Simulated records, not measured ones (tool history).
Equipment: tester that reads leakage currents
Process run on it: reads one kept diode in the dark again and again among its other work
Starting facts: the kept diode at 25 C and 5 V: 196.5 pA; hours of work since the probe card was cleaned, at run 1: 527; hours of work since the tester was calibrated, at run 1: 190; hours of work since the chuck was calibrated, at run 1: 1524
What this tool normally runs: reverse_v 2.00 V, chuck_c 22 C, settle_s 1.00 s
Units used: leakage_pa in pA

run     day  reverse_v  chuck_c  settle_s  hours of work since the probe card was cleaned  hours of work since the tester was calibrated  hours of work since the chuck was calibrated  leakage_pa
  1   0.000       2.00       22      1.00                                             527                                            190                                          1524       97.86
  2   0.704       2.00       22      1.39                                             537                                            199                                          1534       97.90
  3   1.371       2.00       22      1.39                                             546                                            208                                          1543       98.98
  4   2.062       2.00       41      1.00                                             555                                            218                                          1552      428.38
  5   3.108       2.00       22      3.23                                             569                                            232                                          1566       98.25
  6   4.438       2.00       22      3.23                                             587                                            249                                          1584       97.77
  7   5.700       2.00       22      3.23                                             604                                            266                                          1601       98.47
  8   7.067       2.00       53      3.23                                             622                                            285                                          1619      993.86
  9   7.717      15.65       22      1.00                                             631                                            293                                          1628      271.54
 10   8.804       2.00       22      1.00                                             646                                            308                                          1643       98.41
 11   9.433       2.00       22      1.00                                             654                                            317                                          1651       98.33
 12  10.538       2.00       22      1.00                                             669                                            331                                          1666       98.54
 13  12.050      14.27       22      1.00                                             689                                            352                                          1686      259.69
 14  13.142      14.27       22      0.49                                             704                                            366                                          1701      260.33
 15  14.317       6.71       27      4.42                                             720                                            382                                          1717      266.29
 16  14.975       1.64       27      0.41                                             728                                            391                                          1725      133.97
 17  16.154       1.64       27      0.41                                             744                                            407                                          1741      134.46
 18  17.567       2.00       22      4.55                                             763                                            426                                          1760       98.30
 19  18.850       2.00       22      4.55                                             780                                            443                                          1777       98.60

Run 20, settings as shown, results not yet in. Your forecast:
 20  20.358       2.00       22      4.55                                             801                                            463                                          1798           ?

leakage_pa: 98.57 pA
Minus the tool's unlogged condition, the same run would have read leakage_pa 98.47 pA.
